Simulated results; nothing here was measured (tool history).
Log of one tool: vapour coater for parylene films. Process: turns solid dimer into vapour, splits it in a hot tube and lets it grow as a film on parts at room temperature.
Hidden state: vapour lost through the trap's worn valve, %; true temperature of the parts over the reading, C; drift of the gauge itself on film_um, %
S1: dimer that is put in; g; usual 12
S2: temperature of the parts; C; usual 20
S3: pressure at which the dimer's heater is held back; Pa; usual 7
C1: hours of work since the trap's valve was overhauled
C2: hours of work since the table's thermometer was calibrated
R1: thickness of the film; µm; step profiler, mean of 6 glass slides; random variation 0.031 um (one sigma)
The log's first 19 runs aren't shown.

run     day  S1  S2     S3   C1    C2    R1
 20  19.312   6  20      7  332  1330  1.89
 21  19.883  16  20   8.72  343  1342  4.84
 22  20.842  18  15  10.66  363  1361  6.27
 23  21.683   8  20      7  380  1378  2.52
 24  22.362   8  20      7  394  1392  2.45
 25  23.479   8  20      7  417  1415   2.5
 26  24.433   7  15   2.47  436  1434  2.81
 27  25.542   7  15   2.47  458  1457  2.83
 28  26.479   7  27   2.47  478  1476  1.99
 29  27.204  12  16      7  492  1491  4.24
 30  27.992  12  16      7  508  1507  4.24
 31      29  12  16      7  529  1527  4.13
 32  30.133  12  18    3.8  552  1550  4.27
     31.108  -- table's thermometer calibrated
 33  31.358   9  17   4.49  576     5  3.07
 34   32.55  17  15   4.49  600    29  6.25
 35  33.775  12  25      7  625    54  2.86
     34.717  -- trap's valve overhauled
 36  35.192   5  25   3.16   10    80   1.6
 37  35.925   5  25   3.16   25    95  1.57
 38    36.6  12  27   3.21   38   108  3.46
 39  37.758   9  27   3.36   62   132  2.59
 40  38.754   9  27   3.36   82   152  2.57

Forecast each of these 3 alternatives for the next run:
  A  39.6  12  20     7  99  169   ?
  B  39.6   6  27  7.43  99  169   ?
  C  39.6  10  15  5.44  99  169   ?

run    R1
  A  3.84
  B  1.49
  C     4
Without the tool's hidden state the same runs would have given:
run    R1
  A  3.91
  B  1.51
  C  4.07

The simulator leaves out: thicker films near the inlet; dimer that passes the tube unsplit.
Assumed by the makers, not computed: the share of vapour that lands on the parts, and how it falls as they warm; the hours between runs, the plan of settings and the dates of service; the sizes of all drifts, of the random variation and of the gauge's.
